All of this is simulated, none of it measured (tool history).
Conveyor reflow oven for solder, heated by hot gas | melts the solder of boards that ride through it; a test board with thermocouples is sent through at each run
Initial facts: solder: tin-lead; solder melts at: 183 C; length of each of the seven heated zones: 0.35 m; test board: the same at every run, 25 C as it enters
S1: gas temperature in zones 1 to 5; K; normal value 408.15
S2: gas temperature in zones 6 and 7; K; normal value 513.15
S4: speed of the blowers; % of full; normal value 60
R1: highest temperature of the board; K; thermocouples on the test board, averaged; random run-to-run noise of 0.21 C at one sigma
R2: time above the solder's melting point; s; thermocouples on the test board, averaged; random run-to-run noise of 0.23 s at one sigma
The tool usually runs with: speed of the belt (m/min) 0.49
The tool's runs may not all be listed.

Run 1, hour 0: usual settings. Result: R1 489.35 K, R2 61.1 s.
Run 2, hour 14.8: usual settings. Result: R1 489.45 K, R2 62 s.
Run 3, hour 23.5: usual settings. Result: R1 489.25 K, R2 61.4 s.
Run 4, hour 31.3: usual settings. Result: R1 489.45 K, R2 61.5 s.
Run 5, hour 42.9: usual settings. Result: R1 489.15 K, R2 61.1 s.
Run 6, hour 57.3: usual settings. Result: R1 489.25 K, R2 61.5 s.
Run 7, hour 70.7: usual settings. Result: R1 488.95 K, R2 60.9 s.
Run 8, hour 81: usual settings. Result: R1 488.65 K, R2 61.2 s.
Run 9, hour 91.6: usual settings. Result: R1 488.95 K, R2 60.9 s.
Run 10, hour 98.8: usual settings. Result: R1 489.15 K, R2 60.7 s.
Run 11, hour 106.4: usual settings but speed of the belt (m/min) 0.395. Result: R1 496.35 K, R2 85.2 s.
Run 12, hour 113: usual settings but speed of the belt (m/min) 0.469. Result: R1 490.75 K, R2 66 s.
Run 13, hour 122.1: usual settings. Result: R1 489.05 K, R2 60.8 s.
Run 14, hour 135.3: usual settings. Result: R1 488.75 K, R2 60.2 s.
Run 15, hour 141.5: usual settings. Result: R1 488.65 K, R2 61.2 s.
Run 16, hour 155.4: usual settings. Result: R1 489.05 K, R2 61.1 s.
Run 17, hour 169.2: usual settings but S1 405.15 K, S2 522.15 K, speed of the belt (m/min) 0.474, S4 86 % of full. Result: R1 503.15 K, R2 74.3 s.
Run 18, hour 176.8: usual settings but S1 405.15 K, S2 522.15 K, speed of the belt (m/min) 0.464, S4 88 % of full. Result: R1 504.25 K, R2 77 s.
Run 19, hour 183.5: usual settings but S2 516.15 K, S4 87 % of full. Result: R1 497.15 K, R2 68.9 s.
Run 20, hour 193.8: usual settings but S1 399.15 K, S2 516.15 K, S4 79 % of full. Result: R1 494.15 K, R2 62.6 s.
Run 21, hour 203.7: usual settings but S1 394.15 K, S2 506.15 K, speed of the belt (m/min) 0.45, S4 58 % of full. Result: R1 482.55 K, R2 54.5 s.
Run 22, hour 216.8: usual settings but S1 405.15 K, S2 508.15 K, speed of the belt (m/min) 0.552, S4 69 % of full. Result: R1 481.05 K, R2 45.8 s.
Run 23, hour 229.1: usual settings but S2 502.15 K, S4 70 % of full. Result: R1 481.55 K, R2 54 s.
Run 24, hour 242.5: usual settings but S1 409.15 K, S2 528.15 K, speed of the belt (m/min) 0.588, S4 53 % of full. Result: R1 488.85 K, R2 50.2 s.
Run 25, hour 255.3: usual settings but S1 417.15 K, S2 505.15 K. Result: R1 484.05 K, R2 59.4 s.
Run 26, hour 269: usual settings but S1 407.15 K, S2 519.15 K, speed of the belt (m/min) 0.489. Result: R1 492.95 K, R2 64 s.
Run 27, hour 282.1: usual settings but S1 394.15 K, S2 502.15 K, speed of the belt (m/min) 0.523, S4 62 % of full. Result: R1 473.85 K, R2 35.1 s.
Run 28, hour 292.9: usual settings but S1 394.15 K, S2 511.15 K, speed of the belt (m/min) 0.446, S4 62 % of full. Result: R1 487.85 K, R2 61 s.
Run 29, hour 307.8: usual settings but S1 394.15 K, S2 511.15 K, speed of the belt (m/min) 0.446, S4 62 % of full. Result: R1 487.55 K, R2 61.1 s.
Run 30, hour 322.6: usual settings but S1 394.15 K, S2 511.15 K, speed of the belt (m/min) 0.446, S4 62 % of full. Result: R1 487.95 K, R2 61.3 s.

Pick out some run-to-run changes in R1. Of each, how much would a tool without hidden state show as well, from the settings, what came in and chance, and how much is left for the hidden state and any gauge scatter not in both results compared?
The tool's hidden condition here consists of: heat that the gas passes to the board, % of a clean oven's; belt's true speed, % of the reading; true gas temperature in zones 6 and 7 over the reading, C; drift of the gauge itself on peak_c, C; drift of the gauge itself on liquid_s, %.
Run 16 -> 17: S1 408.15 -> 405.15, S2 513.15 -> 522.15, speed of the belt (m/min) 0.49 -> 0.474, S4 60 -> 86. R1 +14.1 K: hidden state -0.3, all else +14.4.
Run 21 -> 22: S1 394.15 -> 405.15, S2 506.15 -> 508.15, speed of the belt (m/min) 0.45 -> 0.552, S4 58 -> 69. R1 -1.5 K: hidden state -0.3, all else -1.2.
Run 25 -> 26: S1 417.15 -> 407.15, S2 505.15 -> 519.15, speed of the belt (m/min) 0.49 -> 0.489. R1 +8.9 K: hidden state -0.3, all else +9.2.
Run 26 -> 27: S1 407.15 -> 394.15, S2 519.15 -> 502.15, speed of the belt (m/min) 0.489 -> 0.523, S4 60 -> 62. R1 -19.1 K: hidden state -0.2, all else -18.9.
Run 27 -> 28: S2 502.15 -> 511.15, speed of the belt (m/min) 0.523 -> 0.446. R1 +14 K: hidden state +0.1, all else +13.9.
